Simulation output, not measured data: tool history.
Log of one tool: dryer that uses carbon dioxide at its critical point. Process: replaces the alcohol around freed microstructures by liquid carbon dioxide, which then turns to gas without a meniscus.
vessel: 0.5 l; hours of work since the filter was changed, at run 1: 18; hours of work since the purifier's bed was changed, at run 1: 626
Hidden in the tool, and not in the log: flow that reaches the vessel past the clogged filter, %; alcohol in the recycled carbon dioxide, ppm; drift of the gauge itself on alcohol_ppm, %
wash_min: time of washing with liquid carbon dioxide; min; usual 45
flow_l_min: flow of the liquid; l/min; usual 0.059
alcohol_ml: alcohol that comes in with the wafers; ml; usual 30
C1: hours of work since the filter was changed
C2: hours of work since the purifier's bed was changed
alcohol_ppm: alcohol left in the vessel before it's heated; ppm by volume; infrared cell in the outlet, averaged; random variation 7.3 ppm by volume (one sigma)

{"run": 1, "hour": 0.0, "wash_min": 45, "flow_l_min": 0.059, "alcohol_ml": 30, "C1": 18, "C2": 626, "alcohol_ppm": 442}
{"run": 2, "hour": 29.2, "wash_min": 45, "flow_l_min": 0.059, "alcohol_ml": 30, "C1": 32, "C2": 641, "alcohol_ppm": 473}
{"run": 3, "hour": 52.2, "wash_min": 45, "flow_l_min": 0.059, "alcohol_ml": 30, "C1": 44, "C2": 653, "alcohol_ppm": 467}
{"run": 4, "hour": 74.1, "wash_min": 45, "flow_l_min": 0.059, "alcohol_ml": 30, "C1": 55, "C2": 663, "alcohol_ppm": 482}
{"run": 5, "hour": 104.1, "wash_min": 45, "flow_l_min": 0.059, "alcohol_ml": 68, "C1": 70, "C2": 678, "alcohol_ppm": 999}
{"run": 6, "hour": 134.9, "wash_min": 45, "flow_l_min": 0.059, "alcohol_ml": 68, "C1": 85, "C2": 694, "alcohol_ppm": 1020}
{"run": 7, "hour": 166.5, "wash_min": 45, "flow_l_min": 0.059, "alcohol_ml": 24, "C1": 101, "C2": 710, "alcohol_ppm": 427}
{"run": 8, "hour": 188.3, "wash_min": 45, "flow_l_min": 0.059, "alcohol_ml": 24, "C1": 112, "C2": 720, "alcohol_ppm": 435}
{"run": 9, "hour": 213.6, "wash_min": 45, "flow_l_min": 0.059, "alcohol_ml": 24, "C1": 124, "C2": 733, "alcohol_ppm": 438}
{"run": 10, "hour": 229.5, "wash_min": 45, "flow_l_min": 0.059, "alcohol_ml": 24, "C1": 132, "C2": 741, "alcohol_ppm": 449}
{"run": 11, "hour": 253.9, "wash_min": 69, "flow_l_min": 0.0783, "alcohol_ml": 27, "C1": 144, "C2": 753, "alcohol_ppm": 108}
{"hour": 278.6, "done": "purifier's bed changed"}
{"run": 12, "hour": 283.0, "wash_min": 69, "flow_l_min": 0.0783, "alcohol_ml": 27, "C1": 157, "C2": 2, "alcohol_ppm": 9}
{"run": 13, "hour": 303.9, "wash_min": 69, "flow_l_min": 0.0783, "alcohol_ml": 27, "C1": 168, "C2": 13, "alcohol_ppm": 16}
{"run": 14, "hour": 332.6, "wash_min": 69, "flow_l_min": 0.0783, "alcohol_ml": 79, "C1": 182, "C2": 27, "alcohol_ppm": 24}
{"run": 15, "hour": 355.0, "wash_min": 28, "flow_l_min": 0.0783, "alcohol_ml": 79, "C1": 193, "C2": 38, "alcohol_ppm": 3174}
{"run": 16, "hour": 389.5, "wash_min": 60, "flow_l_min": 0.0783, "alcohol_ml": 33, "C1": 211, "C2": 55, "alcohol_ppm": 33}
{"run": 17, "hour": 403.9, "wash_min": 60, "flow_l_min": 0.0783, "alcohol_ml": 33, "C1": 218, "C2": 63, "alcohol_ppm": 33}
{"run": 18, "hour": 435.9, "wash_min": 43, "flow_l_min": 0.0443, "alcohol_ml": 115, "C1": 234, "C2": 78, "alcohol_ppm": 7076}
{"run": 19, "hour": 450.6, "wash_min": 43, "flow_l_min": 0.0443, "alcohol_ml": 115, "C1": 241, "C2": 86, "alcohol_ppm": 7205}
{"run": 20, "hour": 472.7, "wash_min": 65, "flow_l_min": 0.0443, "alcohol_ml": 115, "C1": 252, "C2": 97, "alcohol_ppm": 1259}

Forecast each of these 5 alternatives for the next run:
{"hour": 483.4, "done": "inlet filter changed"}
{"run": "A", "hour": 507.8, "wash_min": 40, "flow_l_min": 0.0443, "alcohol_ml": 115, "C1": 12, "C2": 114, "alcohol_ppm": "?"}
{"hour": 483.4, "done": "inlet filter changed"}
{"run": "B", "hour": 507.8, "wash_min": 45, "flow_l_min": 0.059, "alcohol_ml": 35, "C1": 12, "C2": 114, "alcohol_ppm": "?"}
{"hour": 483.4, "done": "inlet filter changed"}
{"run": "C", "hour": 507.8, "wash_min": 31, "flow_l_min": 0.059, "alcohol_ml": 29, "C1": 12, "C2": 114, "alcohol_ppm": "?"}
{"hour": 483.4, "done": "inlet filter changed"}
{"run": "D", "hour": 507.8, "wash_min": 30, "flow_l_min": 0.0771, "alcohol_ml": 30, "C1": 12, "C2": 114, "alcohol_ppm": "?"}
{"hour": 483.4, "done": "inlet filter changed"}
{"run": "E", "hour": 507.8, "wash_min": 65, "flow_l_min": 0.0535, "alcohol_ml": 115, "C1": 12, "C2": 114, "alcohol_ppm": "?"}

run=A alcohol_ppm=7261
run=B alcohol_ppm=445
run=C alcohol_ppm=1726
run=D alcohol_ppm=746
run=E alcohol_ppm=303
Without the tool's hidden state the same runs would have given:
run=A alcohol_ppm=7078
run=B alcohol_ppm=415
run=C alcohol_ppm=1671
run=D alcohol_ppm=710
run=E alcohol_ppm=275

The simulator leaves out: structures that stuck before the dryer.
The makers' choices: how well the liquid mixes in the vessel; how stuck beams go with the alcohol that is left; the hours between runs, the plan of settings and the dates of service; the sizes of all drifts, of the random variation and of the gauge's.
